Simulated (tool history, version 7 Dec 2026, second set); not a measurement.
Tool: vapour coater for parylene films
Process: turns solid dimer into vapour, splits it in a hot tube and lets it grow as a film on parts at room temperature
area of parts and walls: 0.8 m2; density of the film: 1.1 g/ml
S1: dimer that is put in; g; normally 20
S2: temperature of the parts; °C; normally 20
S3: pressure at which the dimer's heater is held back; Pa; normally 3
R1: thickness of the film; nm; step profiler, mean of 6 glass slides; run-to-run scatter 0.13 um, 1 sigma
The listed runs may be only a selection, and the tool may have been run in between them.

Run 1, hour 0: usual settings. Result: R1 15070 nm.
Run 2, hour 14.5: usual settings but S2 14 °C. Result: R1 19620 nm.
Run 3, hour 34: usual settings. Result: R1 15050 nm.
Run 4, hour 46.2: usual settings. Result: R1 14950 nm.
Run 5, hour 58.5: usual settings. Result: R1 14990 nm.
Run 6, hour 71: usual settings. Result: R1 15020 nm.
Run 7, hour 85.5: usual settings but S3 3.52 Pa. Result: R1 14260 nm.
Run 8, hour 104.3: usual settings but S2 14 °C, S3 3.52 Pa. Result: R1 18520 nm.
At hour 106.2: table's thermometer calibrated.
Run 9, hour 121.1: usual settings but S2 14 °C, S3 3.52 Pa. Result: R1 18280 nm.
Run 10, hour 134.8: usual settings but S2 14 °C, S3 3.52 Pa. Result: R1 18170 nm.
Run 11, hour 153.3: usual settings but S1 12 g, S3 9.79 Pa. Result: R1 6490 nm.
Run 12, hour 170.6: usual settings but S1 12 g, S3 9.79 Pa. Result: R1 6520 nm.

Here are 3 independent what-if runs from the current tool condition. What would each one return?
At hour 180.4: trap's valve overhauled.
Run A, hour 184.2: usual settings but S2 29 °C. Result: R1 ?.
At hour 180.4: trap's valve overhauled.
Run B, hour 184.2: usual settings but S1 32 g, S2 15 °C. Result: R1 ?.
At hour 180.4: trap's valve overhauled.
Run C, hour 184.2: usual settings but S1 9 g, S3 2.34 Pa. Result: R1 ?.

run     R1
  A  11210
  B  33100
  C   7960
Stripped of hidden state, with their random variation kept, the same runs would have yielded:
run     R1
  A  11180
  B  33020
  C   7940
